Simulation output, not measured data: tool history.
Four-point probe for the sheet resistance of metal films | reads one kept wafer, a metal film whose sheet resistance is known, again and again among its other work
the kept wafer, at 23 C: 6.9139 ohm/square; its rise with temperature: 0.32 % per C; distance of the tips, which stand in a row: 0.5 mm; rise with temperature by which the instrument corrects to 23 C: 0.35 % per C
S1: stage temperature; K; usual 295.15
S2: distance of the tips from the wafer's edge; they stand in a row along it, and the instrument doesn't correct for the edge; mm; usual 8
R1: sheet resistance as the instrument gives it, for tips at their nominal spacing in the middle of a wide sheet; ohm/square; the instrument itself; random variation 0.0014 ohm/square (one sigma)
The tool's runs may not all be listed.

run   hour      S1  S2        R1
  1      0  295.15   8  6.941614
  2   29.3  296.15   8  6.941024
  3   59.2  295.15   8  6.942223
  4  121.9  295.15   8  6.947973
  5  186.3  295.15   8  6.945057
     221.6  -- new probe head fitted
  6  242.1  295.15   8  6.907554
  7  273.5  295.15   8   6.90922
  8    302  295.15   8  6.910148
  9  359.9  297.15  38  6.893349
 10  419.8  293.15  38  6.899382
 11  460.4  292.15  24  6.906609
 12  519.5  308.15   8  6.887655
 13  550.5  308.15  25  6.875947
 14  602.3  295.15   6  6.926048
 15  648.7  295.15   6  6.926997

5 ways to go on from here, each from the tool as it stands after run 15. What would each give?
  A  681.3  299.15   6   ?
  B  681.3  295.15  15   ?
  C  681.3  303.15  52   ?
  D  681.3  296.15   6   ?
  E  681.3  296.15  22   ?

run        R1
  A  6.921979
  B   6.90458
  C  6.885972
  D  6.925096
  E   6.90115
Without the tool's hidden state the same runs would have given:
run        R1
  A  6.937082
  B  6.919745
  C  6.900902
  D  6.940279
  E  6.916283
